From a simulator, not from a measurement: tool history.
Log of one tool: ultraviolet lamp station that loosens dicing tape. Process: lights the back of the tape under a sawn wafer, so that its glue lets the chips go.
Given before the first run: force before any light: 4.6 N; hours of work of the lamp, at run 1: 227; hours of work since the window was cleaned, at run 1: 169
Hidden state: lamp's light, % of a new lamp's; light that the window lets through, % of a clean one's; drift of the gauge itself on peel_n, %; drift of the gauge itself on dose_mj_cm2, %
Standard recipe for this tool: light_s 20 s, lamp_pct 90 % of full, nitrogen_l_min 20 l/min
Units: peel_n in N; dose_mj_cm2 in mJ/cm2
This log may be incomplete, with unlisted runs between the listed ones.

run	hour	light_s	lamp_pct	nitrogen_l_min	hours of work of the lamp	hours of work since the window was cleaned	peel_n	dose_mj_cm2
1	0.0	20	90	20	227	169	0.511	522
2	39.4	20	90	20	248	190	0.504	512
3	133.2	20	90	20	299	241	0.540	506
4	188.8	20	90	20	329	271	0.558	497
5	279.7	20	90	20	378	321	0.566	487
6	331.2	20	90	20	406	349	0.564	476
7	391.2	20	90	20	439	381	0.605	478
8	484.0	23	67	7	489	431	1.399	397
9	573.8	32	91	31	538	480	0.199	732
# hour 581.2: window cleaned of glue's vapour
10	646.3	36	85	13	577	35	0.391	733
11	730.5	36	85	13	623	81	0.387	720
12	794.6	36	85	13	658	116	0.389	704
13	866.9	16	85	6	697	155	1.922	312

Forecast each of these 4 alternatives for the next run:
# hour 898.6: window cleaned of glue's vapour, once more
A	929.8	20	85	19	731	17	?	?
# hour 898.6: window cleaned of glue's vapour, once more
B	929.8	27	64	22	731	17	?	?
# hour 898.6: window cleaned of glue's vapour, once more
C	929.8	12	97	36	731	17	?	?
# hour 898.6: window cleaned of glue's vapour, once more
D	929.8	22	90	35	731	17	?	?

run	peel_n	dose_mj_cm2
A	0.761	421
B	0.651	429
C	0.980	291
D	0.397	488
Stripped of hidden state, with their random variation kept, the same runs would have yielded:
run	peel_n	dose_mj_cm2
A	0.485	541
B	0.407	551
C	0.656	374
D	0.244	628
